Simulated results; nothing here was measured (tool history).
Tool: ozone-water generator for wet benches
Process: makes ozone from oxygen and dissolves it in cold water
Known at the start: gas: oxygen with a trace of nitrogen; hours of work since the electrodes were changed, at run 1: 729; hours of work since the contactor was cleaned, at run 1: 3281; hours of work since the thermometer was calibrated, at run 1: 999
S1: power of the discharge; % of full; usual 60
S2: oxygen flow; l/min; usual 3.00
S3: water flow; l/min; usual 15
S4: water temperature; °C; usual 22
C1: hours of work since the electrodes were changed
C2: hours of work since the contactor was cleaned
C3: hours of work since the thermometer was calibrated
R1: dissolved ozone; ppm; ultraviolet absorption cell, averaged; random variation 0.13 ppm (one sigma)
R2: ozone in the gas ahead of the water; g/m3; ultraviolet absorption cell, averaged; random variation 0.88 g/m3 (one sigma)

run,day,S1,S2,S3,S4,C1,C2,C3,R1,R2
1,0.000,60,3.00,15,22,729,3281,999,14.0,142.2
2,2.529,60,3.00,15,22,769,3321,1038,13.8,142.8
3,4.417,60,3.00,15,22,798,3351,1068,13.9,140.0
4,5.929,60,3.00,15,22,822,3374,1092,13.9,141.1
5,7.429,60,3.00,15,22,846,3398,1115,14.0,141.8
6,9.342,60,3.00,15,22,876,3428,1146,14.0,141.4
7,11.900,60,3.00,15,22,916,3468,1186,14.0,142.1
8,14.462,60,3.00,15,22,956,3509,1226,13.7,139.9
9,16.896,60,3.00,15,16,995,3547,1264,15.0,143.1
10,18.938,60,3.00,15,22,1027,3579,1297,13.8,141.9
11,21.154,60,3.00,15,22,1062,3614,1331,13.8,140.6
# day 22.592: contactor cleaned
12,23.758,60,3.00,15,22,1100,18,1370,14.4,142.1
13,26.088,48,3.00,15,22,1137,55,1407,12.2,120.3
14,27.304,83,3.00,15,22,1156,74,1426,18.0,179.3
15,29.521,76,3.00,15,22,1191,109,1461,16.9,165.9
16,31.792,76,3.00,15,22,1226,145,1496,16.8,167.9
17,34.254,76,3.00,15,22,1265,184,1535,16.9,167.2
# day 34.388: water thermometer calibrated
18,35.675,95,2.23,12,16,1287,206,20,23.1,217.5
19,37.121,95,2.23,12,16,1310,228,43,22.7,217.1
20,38.367,95,2.23,12,16,1330,248,63,22.9,217.9
21,40.846,95,3.99,15,16,1369,287,102,22.7,178.0
# day 41.479: water thermometer calibrated, once more
22,42.612,95,3.99,15,16,1396,314,18,22.8,176.8
23,43.958,95,3.99,23,15,1417,336,39,16.8,178.2
24,45.421,95,3.99,23,15,1440,359,62,17.0,174.6

The next listed run, before its measurement:
25,46.612,83,3.00,15,16,1459,377,81,?,?

Run 25 gave R1 19.2 ppm, R2 177.7 g/m3.
Without the tool's hidden state the same run would have given R1 19.7 ppm, R2 182.2 g/m3.

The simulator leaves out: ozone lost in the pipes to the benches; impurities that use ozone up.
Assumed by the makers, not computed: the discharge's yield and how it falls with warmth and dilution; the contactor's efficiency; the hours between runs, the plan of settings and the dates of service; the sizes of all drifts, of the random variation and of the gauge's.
